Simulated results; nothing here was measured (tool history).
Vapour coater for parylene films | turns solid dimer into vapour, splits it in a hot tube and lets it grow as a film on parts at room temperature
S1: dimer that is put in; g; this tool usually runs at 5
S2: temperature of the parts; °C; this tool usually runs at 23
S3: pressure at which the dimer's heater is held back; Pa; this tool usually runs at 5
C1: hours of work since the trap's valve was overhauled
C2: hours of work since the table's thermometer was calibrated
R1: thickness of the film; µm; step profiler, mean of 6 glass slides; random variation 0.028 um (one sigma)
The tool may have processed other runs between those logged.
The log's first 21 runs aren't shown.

run	hour	S1	S2	S3	C1	C2	R1
22	919.3	5	28	5	204	2476	3.38
# hour 953.8: table's thermometer calibrated
23	966.9	5	28	5	237	9	3.42
24	1025.8	5	28	5	279	51	3.43
25	1068.8	2	28	5	310	82	1.35
26	1134.7	4	23	5	356	128	3.16
27	1179.7	5	23	11.68	388	160	3.67
28	1221.8	2	28	10.37	418	190	1.26
# hour 1262.4: trap's valve overhauled
29	1271.3	6	21	6.78	6	222	5.13
30	1309.7	5	22	4.41	33	250	4.32
31	1362.9	5	18	4.41	71	287	4.79
32	1404.8	8	34	4.41	101	317	4.67
33	1460.4	3	23	4.92	140	356	2.46
34	1527	5	17	11.13	188	404	4.54
35	1561.1	5	34	11.13	212	428	2.66
36	1590.7	5	23	2.39	233	449	4.25
37	1636	5	23	2.39	265	481	4.27
38	1669.6	5	23	2.39	289	505	4.2
39	1704.7	5	23	2.39	314	530	4.23
40	1732.1	5	23	2.39	333	549	4.21
41	1775.8	5	23	4.21	364	580	4.05
42	1816.6	6	16	5	393	609	5.88
43	1845	3	23	11.95	413	629	2.2
# hour 1895.1: trap's valve overhauled
44	1898.4	5	23	8.95	2	664	3.92
45	1934.2	5	23	8.95	28	690	3.87
46	1997.8	4	24	6.3	73	735	3.09

Consider 3 possible next runs. They are alternatives, not a sequence: every one starts from the tool as it was left by run 46. What does each give?
A	2042.4	8	28	3.04	104	766	?
B	2042.4	2	19	5.36	104	766	?
C	2042.4	5	35	5.94	104	766	?

run	R1
A	5.78
B	1.85
C	2.74
Take away the tool's hidden state, keep each run's random variation, and the runs would have read:
run	R1
A	5.9
B	1.89
C	2.8
